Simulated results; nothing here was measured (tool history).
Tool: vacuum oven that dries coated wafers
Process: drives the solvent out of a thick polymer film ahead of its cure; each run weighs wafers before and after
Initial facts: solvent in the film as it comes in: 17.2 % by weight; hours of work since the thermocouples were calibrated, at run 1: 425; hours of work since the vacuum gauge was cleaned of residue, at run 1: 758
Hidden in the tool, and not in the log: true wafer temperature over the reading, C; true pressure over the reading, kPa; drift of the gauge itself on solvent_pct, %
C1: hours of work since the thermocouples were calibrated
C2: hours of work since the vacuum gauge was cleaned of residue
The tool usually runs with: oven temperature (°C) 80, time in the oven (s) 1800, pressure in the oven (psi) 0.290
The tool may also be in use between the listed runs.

run 1 hour=0.0 | oven_temperature_(°C)=80 time_in_the_oven_(s)=1800 pressure_in_the_oven_(psi)=0.290 | C1=425 C2=758 | solvent_left_in_the_film_(%)=2.23
run 2 hour=23.8 | oven_temperature_(°C)=69 time_in_the_oven_(s)=1800 pressure_in_the_oven_(psi)=0.290 | C1=439 C2=772 | solvent_left_in_the_film_(%)=5.71
run 3 hour=67.6 | oven_temperature_(°C)=69 time_in_the_oven_(s)=1800 pressure_in_the_oven_(psi)=0.290 | C1=464 C2=797 | solvent_left_in_the_film_(%)=5.74
run 4 hour=99.7 | oven_temperature_(°C)=80 time_in_the_oven_(s)=1800 pressure_in_the_oven_(psi)=0.290 | C1=483 C2=816 | solvent_left_in_the_film_(%)=2.25
run 5 hour=128.4 | oven_temperature_(°C)=67 time_in_the_oven_(s)=1800 pressure_in_the_oven_(psi)=0.290 | C1=499 C2=832 | solvent_left_in_the_film_(%)=6.53
run 6 hour=168.9 | oven_temperature_(°C)=67 time_in_the_oven_(s)=1800 pressure_in_the_oven_(psi)=0.290 | C1=522 C2=855 | solvent_left_in_the_film_(%)=6.46
run 7 hour=202.5 | oven_temperature_(°C)=67 time_in_the_oven_(s)=1800 pressure_in_the_oven_(psi)=0.290 | C1=542 C2=874 | solvent_left_in_the_film_(%)=6.81
run 8 hour=247.0 | oven_temperature_(°C)=80 time_in_the_oven_(s)=1800 pressure_in_the_oven_(psi)=0.290 | C1=567 C2=900 | solvent_left_in_the_film_(%)=2.19
run 9 hour=282.0 | oven_temperature_(°C)=93 time_in_the_oven_(s)=1800 pressure_in_the_oven_(psi)=0.290 | C1=587 C2=920 | solvent_left_in_the_film_(%)=1.08
run 10 hour=308.7 | oven_temperature_(°C)=93 time_in_the_oven_(s)=1800 pressure_in_the_oven_(psi)=0.290 | C1=603 C2=935 | solvent_left_in_the_film_(%)=0.98
run 11 hour=354.0 | oven_temperature_(°C)=93 time_in_the_oven_(s)=1800 pressure_in_the_oven_(psi)=0.290 | C1=629 C2=961 | solvent_left_in_the_film_(%)=1.11
run 12 hour=374.3 | oven_temperature_(°C)=93 time_in_the_oven_(s)=1800 pressure_in_the_oven_(psi)=0.290 | C1=640 C2=973 | solvent_left_in_the_film_(%)=0.96
run 13 hour=422.1 | oven_temperature_(°C)=70 time_in_the_oven_(s)=1800 pressure_in_the_oven_(psi)=0.290 | C1=668 C2=1001 | solvent_left_in_the_film_(%)=5.42
run 14 hour=447.3 | oven_temperature_(°C)=80 time_in_the_oven_(s)=1800 pressure_in_the_oven_(psi)=0.451 | C1=682 C2=1015 | solvent_left_in_the_film_(%)=3.18
run 15 hour=490.2 | oven_temperature_(°C)=80 time_in_the_oven_(s)=1800 pressure_in_the_oven_(psi)=0.290 | C1=707 C2=1040 | solvent_left_in_the_film_(%)=2.32
run 16 hour=525.8 | oven_temperature_(°C)=80 time_in_the_oven_(s)=1800 pressure_in_the_oven_(psi)=0.290 | C1=727 C2=1060 | solvent_left_in_the_film_(%)=2.28
run 17 hour=564.7 | oven_temperature_(°C)=80 time_in_the_oven_(s)=1800 pressure_in_the_oven_(psi)=0.290 | C1=750 C2=1082 | solvent_left_in_the_film_(%)=2.23
run 18 hour=598.7 | oven_temperature_(°C)=80 time_in_the_oven_(s)=1800 pressure_in_the_oven_(psi)=0.290 | C1=769 C2=1102 | solvent_left_in_the_film_(%)=2.18
run 19 hour=633.5 | oven_temperature_(°C)=80 time_in_the_oven_(s)=1800 pressure_in_the_oven_(psi)=0.290 | C1=789 C2=1122 | solvent_left_in_the_film_(%)=2.12
run 20 hour=659.9 | oven_temperature_(°C)=80 time_in_the_oven_(s)=1800 pressure_in_the_oven_(psi)=0.290 | C1=804 C2=1137 | solvent_left_in_the_film_(%)=2.32
run 21 hour=686.0 | oven_temperature_(°C)=80 time_in_the_oven_(s)=2940 pressure_in_the_oven_(psi)=0.290 | C1=819 C2=1152 | solvent_left_in_the_film_(%)=1.79
run 22 hour=714.0 | oven_temperature_(°C)=80 time_in_the_oven_(s)=2940 pressure_in_the_oven_(psi)=0.290 | C1=835 C2=1168 | solvent_left_in_the_film_(%)=1.81
run 23 hour=737.2 | oven_temperature_(°C)=80 time_in_the_oven_(s)=2940 pressure_in_the_oven_(psi)=0.350 | C1=849 C2=1181 | solvent_left_in_the_film_(%)=2.00
run 24 hour=757.8 | oven_temperature_(°C)=80 time_in_the_oven_(s)=1800 pressure_in_the_oven_(psi)=0.499 | C1=860 C2=1193 | solvent_left_in_the_film_(%)=3.41
-- hour=764.1 oven's thermocouples calibrated
run 25 hour=781.5 | oven_temperature_(°C)=89 time_in_the_oven_(s)=1800 pressure_in_the_oven_(psi)=0.358 | C1=10 C2=1206 | solvent_left_in_the_film_(%)=1.56
run 26 hour=809.9 | oven_temperature_(°C)=65 time_in_the_oven_(s)=1500 pressure_in_the_oven_(psi)=0.516 | C1=26 C2=1222 | solvent_left_in_the_film_(%)=9.74
run 27 hour=855.5 | oven_temperature_(°C)=80 time_in_the_oven_(s)=1260 pressure_in_the_oven_(psi)=0.431 | C1=52 C2=1248 | solvent_left_in_the_film_(%)=3.81
run 28 hour=890.1 | oven_temperature_(°C)=95 time_in_the_oven_(s)=2220 pressure_in_the_oven_(psi)=0.255 | C1=72 C2=1268 | solvent_left_in_the_film_(%)=0.90
run 29 hour=917.3 | oven_temperature_(°C)=95 time_in_the_oven_(s)=1560 pressure_in_the_oven_(psi)=0.399 | C1=88 C2=1284 | solvent_left_in_the_film_(%)=1.43
run 30 hour=964.6 | oven_temperature_(°C)=70 time_in_the_oven_(s)=2700 pressure_in_the_oven_(psi)=0.425 | C1=115 C2=1311 | solvent_left_in_the_film_(%)=5.08
run 31 hour=985.9 | oven_temperature_(°C)=86 time_in_the_oven_(s)=3120 pressure_in_the_oven_(psi)=0.290 | C1=127 C2=1323 | solvent_left_in_the_film_(%)=1.37
run 32 hour=1033.6 | oven_temperature_(°C)=83 time_in_the_oven_(s)=3120 pressure_in_the_oven_(psi)=0.835 | C1=155 C2=1350 | solvent_left_in_the_film_(%)=4.24
run 33 hour=1072.0 | oven_temperature_(°C)=75 time_in_the_oven_(s)=1320 pressure_in_the_oven_(psi)=1.065 | C1=177 C2=1372 | solvent_left_in_the_film_(%)=9.25
run 34 hour=1117.4 | oven_temperature_(°C)=77 time_in_the_oven_(s)=2880 pressure_in_the_oven_(psi)=0.148 | C1=203 C2=1398 | solvent_left_in_the_film_(%)=1.18
run 35 hour=1140.8 | oven_temperature_(°C)=80 time_in_the_oven_(s)=2580 pressure_in_the_oven_(psi)=0.290 | C1=216 C2=1412 | solvent_left_in_the_film_(%)=1.83
run 36 hour=1164.4 | oven_temperature_(°C)=77 time_in_the_oven_(s)=2160 pressure_in_the_oven_(psi)=0.290 | C1=230 C2=1425 | solvent_left_in_the_film_(%)=2.48
run 37 hour=1199.2 | oven_temperature_(°C)=85 time_in_the_oven_(s)=2640 pressure_in_the_oven_(psi)=0.290 | C1=250 C2=1445 | solvent_left_in_the_film_(%)=1.50
run 38 hour=1226.6 | oven_temperature_(°C)=78 time_in_the_oven_(s)=2640 pressure_in_the_oven_(psi)=0.276 | C1=265 C2=1461 | solvent_left_in_the_film_(%)=2.02
run 39 hour=1265.1 | oven_temperature_(°C)=69 time_in_the_oven_(s)=1260 pressure_in_the_oven_(psi)=0.290 | C1=287 C2=1483 | solvent_left_in_the_film_(%)=7.28
run 40 hour=1300.8 | oven_temperature_(°C)=69 time_in_the_oven_(s)=1260 pressure_in_the_oven_(psi)=0.290 | C1=308 C2=1504 | solvent_left_in_the_film_(%)=7.40
run 41 hour=1342.8 | oven_temperature_(°C)=80 time_in_the_oven_(s)=1680 pressure_in_the_oven_(psi)=0.290 | C1=332 C2=1528 | solvent_left_in_the_film_(%)=2.37
run 42 hour=1377.3 | oven_temperature_(°C)=79 time_in_the_oven_(s)=1560 pressure_in_the_oven_(psi)=0.796 | C1=352 C2=1548 | solvent_left_in_the_film_(%)=5.61
run 43 hour=1400.6 | oven_temperature_(°C)=79 time_in_the_oven_(s)=1560 pressure_in_the_oven_(psi)=0.796 | C1=365 C2=1561 | solvent_left_in_the_film_(%)=5.67
run 44 hour=1438.3 | oven_temperature_(°C)=79 time_in_the_oven_(s)=1560 pressure_in_the_oven_(psi)=0.796 | C1=387 C2=1583 | solvent_left_in_the_film_(%)=5.76
run 45 hour=1465.5 | oven_temperature_(°C)=94 time_in_the_oven_(s)=1140 pressure_in_the_oven_(psi)=0.219 | C1=402 C2=1598 | solvent_left_in_the_film_(%)=0.82
run 46 hour=1500.8 | oven_temperature_(°C)=94 time_in_the_oven_(s)=1140 pressure_in_the_oven_(psi)=0.219 | C1=423 C2=1618 | solvent_left_in_the_film_(%)=0.79
run 47 hour=1531.2 | oven_temperature_(°C)=79 time_in_the_oven_(s)=960 pressure_in_the_oven_(psi)=0.219 | C1=440 C2=1636 | solvent_left_in_the_film_(%)=4.03

What if the next run were any one of these 4? Each begins from the tool's condition after run 47:
run A hour=1572.7 | oven_temperature_(°C)=80 time_in_the_oven_(s)=1140 pressure_in_the_oven_(psi)=1.149 | C1=464 C2=1660 | solvent_left_in_the_film_(%)=?
run B hour=1572.7 | oven_temperature_(°C)=84 time_in_the_oven_(s)=1800 pressure_in_the_oven_(psi)=0.290 | C1=464 C2=1660 | solvent_left_in_the_film_(%)=?
run C hour=1572.7 | oven_temperature_(°C)=80 time_in_the_oven_(s)=1260 pressure_in_the_oven_(psi)=1.156 | C1=464 C2=1660 | solvent_left_in_the_film_(%)=?
run D hour=1572.7 | oven_temperature_(°C)=79 time_in_the_oven_(s)=1800 pressure_in_the_oven_(psi)=0.793 | C1=464 C2=1660 | solvent_left_in_the_film_(%)=?

run=A solvent_left_in_the_film_(%)=7.84
run=B solvent_left_in_the_film_(%)=1.69
run=C solvent_left_in_the_film_(%)=7.85
run=D solvent_left_in_the_film_(%)=5.46
The same runs, with their run-to-run variation unchanged, on a tool lacking any hidden condition would have given:
run=A solvent_left_in_the_film_(%)=7.84
run=B solvent_left_in_the_film_(%)=1.68
run=C solvent_left_in_the_film_(%)=7.84
run=D solvent_left_in_the_film_(%)=5.45

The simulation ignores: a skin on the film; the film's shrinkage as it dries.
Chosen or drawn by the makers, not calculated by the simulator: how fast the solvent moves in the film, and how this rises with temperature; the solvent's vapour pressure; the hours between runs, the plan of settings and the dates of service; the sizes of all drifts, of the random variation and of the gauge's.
